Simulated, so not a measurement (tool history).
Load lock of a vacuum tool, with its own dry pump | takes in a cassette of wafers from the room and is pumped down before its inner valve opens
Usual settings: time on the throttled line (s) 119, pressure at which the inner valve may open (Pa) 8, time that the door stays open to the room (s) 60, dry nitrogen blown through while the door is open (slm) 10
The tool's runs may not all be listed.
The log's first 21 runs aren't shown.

| run | hour | time on the throttled line (s) | pressure at which the inner valve may open (Pa) | time that the door stays open to the room (s) | dry nitrogen blown through while the door is open (slm) | incoming humidity of the room's air, % | time from the closed door until the inner valve may open (s) | rise of the pressure with all valves shut (Pa/min) |
|---|---|---|---|---|---|---|---|---|
| 22 | 1453.1 | 106 | 8 | 35 | 14 | 45.2 | 255.4 | 0.073 |
| 23 | 1519.0 | 119 | 8 | 62 | 10 | 43.0 | 264.0 | 0.089 |
| 24 | 1601.1 | 119 | 8 | 60 | 14 | 46.5 | 264.1 | 0.094 |
| 25 | 1653.1 | 119 | 13 | 60 | 10 | 47.9 | 253.9 | 0.091 |
| 26 | 1734.3 | 94 | 10 | 67 | 10 | 43.1 | 240.2 | 0.097 |
| 27 | 1793.5 | 94 | 10 | 67 | 10 | 43.9 | 242.3 | 0.094 |
| 28 | 1860.7 | 100 | 11 | 60 | 32 | 43.5 | 243.4 | 0.079 |
| 29 | 1958.0 | 100 | 11 | 60 | 32 | 43.0 | 245.8 | 0.079 |
| 30 | 2033.3 | 166 | 8 | 154 | 10 | 42.7 | 299.3 | 0.129 |
| 31 | 2074.1 | 228 | 8 | 154 | 6 | 47.5 | 341.6 | 0.147 |
| 32 | 2130.5 | 119 | 9 | 60 | 7 | 46.5 | 261.4 | 0.107 |

The next listed run, before its measurement:
| 33 | 2186.8 | 98 | 8 | 60 | 10 | 47.1 | ? | ? |

Run 33 gave time from the closed door until the inner valve may open (s) 249.1, rise of the pressure with all valves shut (Pa/min) 0.101.
Without the tool's hidden state the same run would have given time from the closed door until the inner valve may open (s) 238.1, rise of the pressure with all valves shut (Pa/min) 0.040.
